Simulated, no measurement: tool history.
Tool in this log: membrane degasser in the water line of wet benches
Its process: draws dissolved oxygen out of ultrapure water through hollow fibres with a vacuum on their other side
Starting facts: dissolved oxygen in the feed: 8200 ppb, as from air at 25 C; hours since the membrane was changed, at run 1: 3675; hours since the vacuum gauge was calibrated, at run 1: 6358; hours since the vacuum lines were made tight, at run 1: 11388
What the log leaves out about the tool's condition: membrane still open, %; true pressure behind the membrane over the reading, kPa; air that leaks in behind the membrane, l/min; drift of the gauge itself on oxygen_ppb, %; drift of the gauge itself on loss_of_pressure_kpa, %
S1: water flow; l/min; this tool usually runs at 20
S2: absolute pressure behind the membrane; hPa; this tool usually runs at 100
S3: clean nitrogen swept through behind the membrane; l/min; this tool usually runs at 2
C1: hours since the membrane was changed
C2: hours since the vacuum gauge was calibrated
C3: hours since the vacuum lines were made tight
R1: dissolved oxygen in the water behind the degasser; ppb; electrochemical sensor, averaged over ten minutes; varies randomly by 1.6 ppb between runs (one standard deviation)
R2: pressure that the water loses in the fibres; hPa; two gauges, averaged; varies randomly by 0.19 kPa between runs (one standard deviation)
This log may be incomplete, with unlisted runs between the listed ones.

run    hour  S1   S2  S3    C1    C2     C3     R1      R2
  1       0  20  100   2  3675  6358  11388  279.9   697.4
  2   184.5  20  100   2  3859  6542  11573  280.9   697.7
  3   317.1  20  100   2  3992  6675  11705  284.1   695.5
  4   474.7  20  100   2  4149  6832  11863  280.6   698.4
  5   585.6  20  100   2  4260  6943  11974  279.9   699.5
  6   806.1  20  100   2  4481  7164  12194  280.1   700.6
  7  1021.1  20  100   2  4696  7379  12409  279.6   700.5
  8  1189.4  20  100   2  4864  7547  12578  283.6   699.6
  9  1381.2  20  100   2  5056  7739  12769  283.5   700.4
     1404.3  -- vacuum gauge calibrated
 10  1486.5  20  100   2  5161    82  12874  283.7   701.6
 11  1587.6  32  100   2  5262   183  12975  671.8  1122.7
       1663  -- seals of the vacuum lines changed
 12    1767  32  100   2  5439   361    104  660.5    1128
 13  1888.8  24  100   2  5561   482    226  397.6   842.6

Branching from run 13: 4 alternative next runs. What would each branch give?
       2008  -- vacuum gauge calibrated, once more
  A  2044.1  27   61     2  5716  36  381   ?   ?
       2008  -- vacuum gauge calibrated, once more
  B  2044.1  13  191     2  5716  36  381   ?   ?
       2008  -- vacuum gauge calibrated, once more
  C  2044.1  20  100  3.36  5716  36  381   ?   ?
       2008  -- vacuum gauge calibrated, once more
  D  2044.1  27  100     2  5716  36  381   ?   ?

run     R1     R2
  A  381.5    950
  B  264.8  452.7
  C  217.4  699.4
  D  487.4  947.3
The same runs, with their run-to-run variation unchanged, on a tool lacking any hidden condition would have given:
run     R1     R2
  A  365.1  933.2
  B    263  444.6
  C  208.9    687
  D  471.7  930.6
